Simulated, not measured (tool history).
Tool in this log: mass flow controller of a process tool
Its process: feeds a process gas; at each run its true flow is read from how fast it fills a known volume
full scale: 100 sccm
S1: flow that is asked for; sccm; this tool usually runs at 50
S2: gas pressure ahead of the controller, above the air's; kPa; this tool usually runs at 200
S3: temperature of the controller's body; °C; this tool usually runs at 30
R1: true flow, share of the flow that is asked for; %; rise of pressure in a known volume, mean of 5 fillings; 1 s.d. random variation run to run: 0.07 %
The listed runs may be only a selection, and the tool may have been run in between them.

{"run": 1, "hour": 0.0, "S1": 50, "S2": 200, "S3": 30, "R1": 101.13}
{"run": 2, "hour": 277.2, "S1": 13, "S2": 200, "S3": 30, "R1": 102.23}
{"run": 3, "hour": 590.8, "S1": 50, "S2": 200, "S3": 30, "R1": 101.32}
{"run": 4, "hour": 928.2, "S1": 50, "S2": 200, "S3": 30, "R1": 101.52}
{"run": 5, "hour": 1338.3, "S1": 50, "S2": 200, "S3": 30, "R1": 101.63}
{"run": 6, "hour": 1750.6, "S1": 50, "S2": 200, "S3": 30, "R1": 101.83}
{"run": 7, "hour": 2048.8, "S1": 50, "S2": 200, "S3": 33, "R1": 101.86}
{"run": 8, "hour": 2343.3, "S1": 50, "S2": 200, "S3": 33, "R1": 101.94}
{"run": 9, "hour": 2655.1, "S1": 50, "S2": 200, "S3": 33, "R1": 101.96}
{"hour": 2681.2, "done": "controller's zero set anew"}
{"run": 10, "hour": 2984.9, "S1": 50, "S2": 200, "S3": 33, "R1": 102.56}
{"run": 11, "hour": 3213.9, "S1": 50, "S2": 200, "S3": 33, "R1": 102.69}
{"run": 12, "hour": 3671.9, "S1": 50, "S2": 246, "S3": 33, "R1": 103.11}
{"run": 13, "hour": 4102.1, "S1": 50, "S2": 246, "S3": 33, "R1": 103.28}
{"run": 14, "hour": 4325.0, "S1": 50, "S2": 246, "S3": 33, "R1": 103.39}
{"run": 15, "hour": 4666.9, "S1": 50, "S2": 200, "S3": 30, "R1": 103.35}
{"run": 16, "hour": 4963.9, "S1": 10, "S2": 171, "S3": 30, "R1": 108.04}
{"run": 17, "hour": 5278.7, "S1": 11, "S2": 171, "S3": 29, "R1": 107.65}
{"hour": 5520.0, "done": "controller's zero set anew, once more"}
{"run": 18, "hour": 5716.6, "S1": 11, "S2": 171, "S3": 29, "R1": 101.48}
{"run": 19, "hour": 6062.5, "S1": 14, "S2": 235, "S3": 23, "R1": 102.54}
{"hour": 6333.3, "done": "controller exchanged for a calibrated one"}
{"run": 20, "hour": 6449.6, "S1": 50, "S2": 171, "S3": 30, "R1": 98.12}
{"run": 21, "hour": 6786.1, "S1": 50, "S2": 207, "S3": 30, "R1": 98.7}
{"run": 22, "hour": 6991.5, "S1": 17, "S2": 157, "S3": 30, "R1": 97.73}
{"run": 23, "hour": 7374.6, "S1": 63, "S2": 157, "S3": 21, "R1": 99.29}
{"run": 24, "hour": 7627.6, "S1": 48, "S2": 216, "S3": 30, "R1": 98.99}
{"run": 25, "hour": 8074.6, "S1": 15, "S2": 140, "S3": 29, "R1": 98.46}
{"run": 26, "hour": 8366.1, "S1": 13, "S2": 153, "S3": 22, "R1": 99.19}
{"run": 27, "hour": 8843.4, "S1": 13, "S2": 153, "S3": 22, "R1": 99.56}
{"run": 28, "hour": 9293.7, "S1": 13, "S2": 153, "S3": 22, "R1": 99.98}
{"run": 29, "hour": 9773.9, "S1": 16, "S2": 153, "S3": 22, "R1": 100.08}

Predict each of these 3 candidate next runs independently; none follows another, all start after run 29:
{"run": "A", "hour": 10189.1, "S1": 58, "S2": 200, "S3": 23, "R1": "?"}
{"run": "B", "hour": 10189.1, "S1": 16, "S2": 198, "S3": 32, "R1": "?"}
{"run": "C", "hour": 10189.1, "S1": 24, "S2": 243, "S3": 24, "R1": "?"}

run=A R1=100.47
run=B R1=100.09
run=C R1=100.57
Take away the tool's hidden state, keep each run's random variation, and the runs would have read:
run=A R1=99.13
run=B R1=97.79
run=C R1=98.71
